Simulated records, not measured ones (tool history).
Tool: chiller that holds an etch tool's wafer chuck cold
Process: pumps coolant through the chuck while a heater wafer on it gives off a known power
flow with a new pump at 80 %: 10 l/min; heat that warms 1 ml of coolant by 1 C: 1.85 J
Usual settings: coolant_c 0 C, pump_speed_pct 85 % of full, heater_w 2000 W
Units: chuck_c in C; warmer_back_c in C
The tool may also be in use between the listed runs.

run	hour	coolant_c	pump_speed_pct	heater_w	chuck_c	warmer_back_c
1	0.0	0	85	2000	14.0	6.16
2	85.5	0	85	2000	13.8	6.14
3	153.3	0	85	2788	19.3	8.59
4	296.0	0	85	2788	19.3	8.47
5	388.5	-6	85	2000	8.0	6.06
6	502.7	-6	85	2000	7.8	6.02
7	632.2	0	85	2000	13.8	6.07
8	789.8	0	85	2346	16.0	7.13
9	857.8	0	85	2346	16.2	7.03
10	956.4	0	85	2346	16.3	7.11
11	1030.2	5	85	2000	18.7	6.02
# hour 1115.4: chiller's thermometer calibrated
12	1189.5	5	85	2000	19.0	6.02
13	1325.7	5	85	2000	18.8	6.00
14	1392.9	5	85	2000	18.8	5.97
15	1476.6	5	85	2000	18.8	5.99
16	1553.7	5	85	2000	18.8	5.92
17	1709.0	5	73	2000	20.8	6.89
18	1806.8	-9	84	2000	5.0	6.04
19	1884.7	1	68	1665	15.0	6.18
20	1971.0	1	64	1665	15.5	6.49
21	2050.1	1	64	1665	15.6	6.51
22	2207.0	-4	68	2111	13.7	7.84
23	2288.1	-4	68	2111	13.6	7.80
24	2405.4	-4	68	2111	13.6	7.72
25	2561.1	5	99	2000	17.0	5.05
26	2710.3	5	99	2000	17.1	5.08
27	2828.7	-4	75	1628	8.6	5.34
28	2950.0	-4	75	1628	8.4	5.29
29	3103.5	7	81	2306	23.5	7.13
30	3250.6	-9	80	1293	0.3	3.94
31	3403.7	-9	80	1293	0.5	3.89

Measured less the same run without the tool's hidden state. The same run-to-run variation is in both; the gauge's scatter may not be:
The hidden state here: heat passed by the chuck's channels, % of clean ones'; flow at a given pump speed, % of a new pump's; coolant's true temperature over the reading, C; drift of the gauge itself on chuck_c, C; drift of the gauge itself on warmer_back_c, C.
run	warmer_back_c
1	+0.00
2	-0.01
3	-0.01
4	-0.02
5	-0.04
6	-0.05
7	-0.06
8	-0.07
9	-0.08
10	-0.08
11	-0.09
12	-0.11
13	-0.12
14	-0.13
15	-0.14
16	-0.15
17	-0.15
18	-0.17
19	-0.18
20	-0.18
21	-0.19
22	-0.20
23	-0.21
24	-0.22
25	-0.24
26	-0.26
27	-0.27
28	-0.27
29	-0.29
30	-0.31
31	-0.33
chuck_c: within 0.1 C of the measured result in every run.
